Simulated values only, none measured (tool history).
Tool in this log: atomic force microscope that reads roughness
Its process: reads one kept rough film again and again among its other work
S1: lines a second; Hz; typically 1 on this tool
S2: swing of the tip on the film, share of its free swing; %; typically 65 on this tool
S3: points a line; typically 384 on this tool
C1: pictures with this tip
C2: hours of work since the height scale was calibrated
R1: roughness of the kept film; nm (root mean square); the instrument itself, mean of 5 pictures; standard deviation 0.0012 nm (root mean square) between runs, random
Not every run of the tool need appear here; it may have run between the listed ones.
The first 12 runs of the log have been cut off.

run	hour	S1	S2	S3	C1	C2	R1
13	130.7	1	69	384	38	209	1.145
14	142.7	1	69	384	46	214	1.143
15	154.2	1	69	384	54	218	1.142
16	160.4	1	69	384	58	221	1.143
17	170.4	1	69	384	65	225	1.142
18	182	1	69	384	73	230	1.139
19	195.7	1	65	474	83	235	1.148
20	203.4	1	65	474	88	238	1.147
21	217.3	1	65	384	98	244	1.146
22	230.1	1	65	384	107	249	1.145

Run 23 has not been measured yet. What should we expect?
23	237.1	1	65	384	112	252	?

{"run 23": {"R1": 1.143}}
On a tool with no hidden condition, and with the same random variation, this run would have come out at R1 1.155 nm (root mean square).
